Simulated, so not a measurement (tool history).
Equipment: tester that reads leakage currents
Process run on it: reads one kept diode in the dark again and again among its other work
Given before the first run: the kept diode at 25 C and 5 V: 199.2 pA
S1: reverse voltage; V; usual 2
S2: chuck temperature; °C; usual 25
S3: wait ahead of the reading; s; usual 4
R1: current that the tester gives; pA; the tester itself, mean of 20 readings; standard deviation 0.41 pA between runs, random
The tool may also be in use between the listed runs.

run,hour,S1,S2,S3,R1
1,0,2,25,4,130.3
2,115.8,2,25,4,129.71
3,201.5,2,25,4,128.99
4,258.7,4.56,25,4,179.5
5,312.7,2,25,4,127.84
6,372.1,2,25,4,126.93
# hour 402.6: chuck's temperature calibrated
7,478.3,2,25,4,119.56
8,529.2,2,25,4,118.2
9,650.3,2,25,4,117.04
10,767.3,2,29,4,158.08
11,830,2,25,4,114.05
# hour 903.4: chuck's temperature calibrated, once more
12,922,2,25,4,139.71
13,1009,2,25,4,138.1
14,1109.1,1.58,25,4,124.16
# hour 1175.6: probe card cleaned and baked
15,1228,1.58,25,4,123.23
16,1279.3,1.58,25,4,121.96
17,1346.3,1.58,25,4,121.48
18,1446.6,1.58,25,9.55,119.95
19,1566.7,1.58,25,9.55,119.21
20,1646.9,6.37,26,0.73,226.11
21,1740.2,6.37,59,0.73,2285.41
22,1857.9,13.61,53,0.68,2079.75
# hour 1910: chuck's temperature calibrated
23,1910.9,13.61,53,0.68,2264.37
24,2003,12.86,56,6.2,2667.83
25,2097.2,18.38,25,6.2,341.45
26,2159.1,3.64,27,0.57,204.58
27,2252.2,8.76,51,1.09,1604.79
28,2309.6,8.76,51,1.09,1596.6
29,2428.9,5.6,25,1.12,203.51
30,2519.3,5.58,24,5.5,186.15
31,2639.4,5.58,24,5.5,183.73
32,2699.5,5.58,24,5.5,181.69
33,2795.9,1.36,39,0.99,313.69
34,2872.3,1.36,39,0.99,310.58
# hour 2914.3: chuck's temperature calibrated
# hour 2950.4: probe card cleaned and baked
35,2990.8,2.84,39,0.32,461.33
36,3070.9,2.84,49,5.09,914.06
37,3152.5,2.84,49,5.09,903.89
38,3212.1,2.84,49,5.09,905.16

Each row is a separate what-if for the run after 38, all from the same tool condition, not one after another. Results?
A,3265.6,1.78,49,5.09,?
B,3265.6,2.8,49,5.15,?
C,3265.6,2.42,49,5.09,?
D,3265.6,2.53,42,6.04,?

run,R1
A,743.54
B,890.91
C,840.1
D,529.86
Had the tool no hidden state, the same runs would have come out as:
run,R1
A,746.67
B,894.61
C,843.6
D,532.59
